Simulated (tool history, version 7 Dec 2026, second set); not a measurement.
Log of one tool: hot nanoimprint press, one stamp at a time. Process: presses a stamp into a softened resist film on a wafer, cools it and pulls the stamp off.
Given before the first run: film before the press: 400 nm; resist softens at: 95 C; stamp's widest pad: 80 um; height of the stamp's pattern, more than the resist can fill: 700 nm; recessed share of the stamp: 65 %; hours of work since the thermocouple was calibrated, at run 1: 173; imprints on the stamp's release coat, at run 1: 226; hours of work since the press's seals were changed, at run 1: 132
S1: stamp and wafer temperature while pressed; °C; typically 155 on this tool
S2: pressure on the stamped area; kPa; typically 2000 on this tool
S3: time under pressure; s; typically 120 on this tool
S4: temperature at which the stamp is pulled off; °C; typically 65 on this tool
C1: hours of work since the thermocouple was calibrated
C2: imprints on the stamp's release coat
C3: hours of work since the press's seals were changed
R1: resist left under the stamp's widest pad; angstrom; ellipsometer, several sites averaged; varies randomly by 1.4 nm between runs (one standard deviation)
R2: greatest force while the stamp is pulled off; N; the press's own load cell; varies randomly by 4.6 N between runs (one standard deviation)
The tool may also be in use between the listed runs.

{"run": 1, "hour": 0.0, "S1": 155, "S2": 2000, "S3": 120, "S4": 65, "C1": 173, "C2": 226, "C3": 132, "R1": 2073, "R2": 237}
{"run": 2, "hour": 8.2, "S1": 155, "S2": 2000, "S3": 120, "S4": 65, "C1": 177, "C2": 237, "C3": 136, "R1": 2067, "R2": 234}
{"run": 3, "hour": 20.4, "S1": 155, "S2": 2000, "S3": 120, "S4": 65, "C1": 182, "C2": 252, "C3": 141, "R1": 2063, "R2": 236}
{"run": 4, "hour": 37.8, "S1": 155, "S2": 2000, "S3": 141, "S4": 65, "C1": 189, "C2": 274, "C3": 148, "R1": 1953, "R2": 238}
{"run": 5, "hour": 55.6, "S1": 155, "S2": 2000, "S3": 141, "S4": 65, "C1": 196, "C2": 296, "C3": 155, "R1": 1961, "R2": 224}
{"run": 6, "hour": 68.6, "S1": 164, "S2": 2000, "S3": 141, "S4": 65, "C1": 201, "C2": 313, "C3": 160, "R1": 1261, "R2": 233}
{"run": 7, "hour": 79.0, "S1": 164, "S2": 2000, "S3": 141, "S4": 65, "C1": 205, "C2": 326, "C3": 164, "R1": 1270, "R2": 228}
{"run": 8, "hour": 93.4, "S1": 164, "S2": 2000, "S3": 141, "S4": 65, "C1": 211, "C2": 344, "C3": 170, "R1": 1284, "R2": 234}
{"run": 9, "hour": 105.0, "S1": 164, "S2": 1630, "S3": 141, "S4": 65, "C1": 216, "C2": 358, "C3": 175, "R1": 1395, "R2": 239}
{"run": 10, "hour": 123.8, "S1": 155, "S2": 2000, "S3": 109, "S4": 65, "C1": 224, "C2": 382, "C3": 183, "R1": 2165, "R2": 234}
{"run": 11, "hour": 139.7, "S1": 158, "S2": 2000, "S3": 109, "S4": 65, "C1": 230, "C2": 402, "C3": 189, "R1": 1873, "R2": 232}
{"run": 12, "hour": 152.8, "S1": 155, "S2": 2000, "S3": 120, "S4": 65, "C1": 235, "C2": 418, "C3": 194, "R1": 2053, "R2": 235}
{"hour": 156.7, "done": "plate thermocouple calibrated"}
{"run": 13, "hour": 171.7, "S1": 163, "S2": 1390, "S3": 187, "S4": 72, "C1": 6, "C2": 438, "C3": 201, "R1": 1377, "R2": 216}
{"run": 14, "hour": 182.0, "S1": 163, "S2": 1390, "S3": 187, "S4": 72, "C1": 10, "C2": 451, "C3": 205, "R1": 1385, "R2": 218}
{"run": 15, "hour": 195.5, "S1": 155, "S2": 2000, "S3": 234, "S4": 65, "C1": 16, "C2": 468, "C3": 211, "R1": 1576, "R2": 249}
{"hour": 209.0, "done": "plate thermocouple calibrated, once more"}
{"run": 16, "hour": 217.0, "S1": 159, "S2": 2210, "S3": 210, "S4": 69, "C1": 3, "C2": 491, "C3": 218, "R1": 1345, "R2": 234}
{"run": 17, "hour": 229.7, "S1": 155, "S2": 2970, "S3": 222, "S4": 65, "C1": 8, "C2": 507, "C3": 223, "R1": 1400, "R2": 243}
{"run": 18, "hour": 240.1, "S1": 155, "S2": 2970, "S3": 222, "S4": 65, "C1": 13, "C2": 520, "C3": 227, "R1": 1402, "R2": 244}
{"run": 19, "hour": 259.2, "S1": 165, "S2": 1790, "S3": 92, "S4": 52, "C1": 20, "C2": 544, "C3": 235, "R1": 1554, "R2": 284}
{"run": 20, "hour": 278.6, "S1": 155, "S2": 2000, "S3": 126, "S4": 65, "C1": 28, "C2": 569, "C3": 243, "R1": 2078, "R2": 250}
{"run": 21, "hour": 294.5, "S1": 155, "S2": 3100, "S3": 120, "S4": 65, "C1": 35, "C2": 589, "C3": 250, "R1": 1762, "R2": 260}
{"run": 22, "hour": 303.9, "S1": 155, "S2": 3100, "S3": 120, "S4": 65, "C1": 39, "C2": 601, "C3": 253, "R1": 1774, "R2": 242}
{"run": 23, "hour": 321.1, "S1": 155, "S2": 3100, "S3": 120, "S4": 65, "C1": 46, "C2": 622, "C3": 260, "R1": 1745, "R2": 248}
{"run": 24, "hour": 330.6, "S1": 155, "S2": 3100, "S3": 120, "S4": 65, "C1": 49, "C2": 634, "C3": 264, "R1": 1778, "R2": 251}

Alternative continuations, all from the tool just after run 24; predict every row:
{"run": "A", "hour": 338.5, "S1": 148, "S2": 1910, "S3": 120, "S4": 66, "C1": 53, "C2": 644, "C3": 267, "R1": "?", "R2": "?"}
{"run": "B", "hour": 338.5, "S1": 155, "S2": 2000, "S3": 145, "S4": 65, "C1": 53, "C2": 644, "C3": 267, "R1": "?", "R2": "?"}
{"run": "C", "hour": 338.5, "S1": 155, "S2": 1400, "S3": 120, "S4": 63, "C1": 53, "C2": 644, "C3": 267, "R1": "?", "R2": "?"}
{"run": "D", "hour": 338.5, "S1": 155, "S2": 1730, "S3": 189, "S4": 65, "C1": 53, "C2": 644, "C3": 267, "R1": "?", "R2": "?"}

run=A R1=2856 R2=246
run=B R1=1987 R2=245
run=C R1=2397 R2=250
run=D R1=1898 R2=245
With no hidden state in the tool, these same runs would have given:
run=A R1=2873 R2=222
run=B R1=2002 R2=220
run=C R1=2414 R2=225
run=D R1=1914 R2=221
